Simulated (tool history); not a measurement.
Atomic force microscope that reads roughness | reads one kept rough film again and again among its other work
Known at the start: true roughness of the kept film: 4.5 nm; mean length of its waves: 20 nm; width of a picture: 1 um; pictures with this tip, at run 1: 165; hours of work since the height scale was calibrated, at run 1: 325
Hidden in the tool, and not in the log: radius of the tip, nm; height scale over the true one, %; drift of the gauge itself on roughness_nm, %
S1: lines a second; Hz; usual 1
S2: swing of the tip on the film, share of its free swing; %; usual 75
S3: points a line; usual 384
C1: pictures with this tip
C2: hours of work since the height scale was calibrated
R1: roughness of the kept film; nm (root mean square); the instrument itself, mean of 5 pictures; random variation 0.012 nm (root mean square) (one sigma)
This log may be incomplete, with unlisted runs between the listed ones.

Run 1, hour 0: usual settings; C1 165; C2 325. Result: R1 2.446 nm (root mean square).
Run 2, hour 10.5: usual settings; C1 185; C2 332. Result: R1 2.396 nm (root mean square).
Run 3, hour 18.9: usual settings but S3 643; C1 201; C2 339. Result: R1 2.369 nm (root mean square).
Run 4, hour 28.2: usual settings but S3 897; C1 218; C2 346. Result: R1 2.357 nm (root mean square).
Run 5, hour 39.9: usual settings but S3 897; C1 240; C2 354. Result: R1 2.33 nm (root mean square).
Run 6, hour 51.2: usual settings but S2 62 %, S3 897; C1 261; C2 363. Result: R1 2.352 nm (root mean square).
At hour 53: height scale calibrated on a step standard.
Run 7, hour 59.5: usual settings but S2 78 %, S3 325; C1 275; C2 5. Result: R1 2.191 nm (root mean square).
Run 8, hour 74.8: usual settings but S3 584; C1 303; C2 16. Result: R1 2.194 nm (root mean square).
At hour 78.5: height scale calibrated on a step standard, once more.
Run 9, hour 89.1: usual settings but S1 3.76 Hz, S2 61 %, S3 584; C1 328; C2 8. Result: R1 2.064 nm (root mean square).
At hour 98: new tip fitted.
Run 10, hour 99.4: usual settings but S2 65 %, S3 436; C1 2; C2 15. Result: R1 2.894 nm (root mean square).

Run 11, settings as shown, results not yet in. Your forecast:
Run 11, hour 113.3: usual settings but S1 1.58 Hz, S2 58 %, S3 269; C1 28; C2 25. Result: R1 ?.

{"run 11": {"R1": 2.759}}
The same run, on a tool lacking any hidden state, would have yielded R1 2.899 nm (root mean square).
